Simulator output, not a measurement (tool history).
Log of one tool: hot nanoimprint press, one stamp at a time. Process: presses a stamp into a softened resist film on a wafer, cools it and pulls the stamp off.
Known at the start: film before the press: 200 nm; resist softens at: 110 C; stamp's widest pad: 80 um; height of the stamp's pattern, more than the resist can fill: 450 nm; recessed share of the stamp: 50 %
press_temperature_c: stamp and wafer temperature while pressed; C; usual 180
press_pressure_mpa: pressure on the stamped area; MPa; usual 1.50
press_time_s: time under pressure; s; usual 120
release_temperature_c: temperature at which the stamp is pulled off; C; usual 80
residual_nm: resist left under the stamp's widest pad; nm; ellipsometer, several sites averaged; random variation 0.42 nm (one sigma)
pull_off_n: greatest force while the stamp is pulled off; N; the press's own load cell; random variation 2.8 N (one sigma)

Run 1, hour 0.0: usual settings. Result: residual_nm 92.0 nm, pull_off_n 151 N.
Run 2, hour 7.9: usual settings. Result: residual_nm 93.9 nm, pull_off_n 154 N.
Run 3, hour 13.6: usual settings but press_temperature_c 170 C. Result: residual_nm 124.1 nm, pull_off_n 148 N.
Run 4, hour 19.2: usual settings but release_temperature_c 81 C. Result: residual_nm 93.0 nm, pull_off_n 147 N.
Run 5, hour 27.1: usual settings but release_temperature_c 81 C. Result: residual_nm 93.2 nm, pull_off_n 151 N.
Run 6, hour 34.9: usual settings but release_temperature_c 77 C. Result: residual_nm 93.4 nm, pull_off_n 164 N.
Run 7, hour 44.0: usual settings but release_temperature_c 77 C. Result: residual_nm 93.3 nm, pull_off_n 172 N.
Run 8, hour 56.4: usual settings but press_time_s 116 s. Result: residual_nm 94.8 nm, pull_off_n 161 N.
Run 9, hour 69.6: usual settings but release_temperature_c 70 C. Result: residual_nm 93.5 nm, pull_off_n 179 N.
Run 10, hour 77.2: usual settings but release_temperature_c 70 C. Result: residual_nm 93.2 nm, pull_off_n 190 N.
Run 11, hour 89.3: usual settings but press_temperature_c 186 C. Result: residual_nm 78.0 nm, pull_off_n 176 N.
Run 12, hour 99.6: usual settings but press_temperature_c 186 C. Result: residual_nm 78.4 nm, pull_off_n 165 N.
Run 13, hour 111.3: usual settings but press_temperature_c 186 C. Result: residual_nm 78.7 nm, pull_off_n 170 N.
Run 14, hour 123.0: usual settings but press_temperature_c 186 C. Result: residual_nm 79.0 nm, pull_off_n 179 N.
Run 15, hour 130.6: usual settings but press_temperature_c 186 C. Result: residual_nm 78.7 nm, pull_off_n 174 N.
Run 16, hour 143.6: usual settings but press_temperature_c 183 C, press_pressure_mpa 2.35 MPa, press_time_s 175 s. Result: residual_nm 58.9 nm, pull_off_n 179 N.

Run 17 comes next. What will it give?
Run 17, hour 155.1: usual settings but press_temperature_c 178 C, press_pressure_mpa 1.27 MPa. Result: residual_nm ?, pull_off_n ?.

{"run 17": {"residual_nm": 107.8, "pull_off_n": 181}}
Without the tool's hidden state the same run would have given residual_nm 105.6 nm, pull_off_n 131 N.
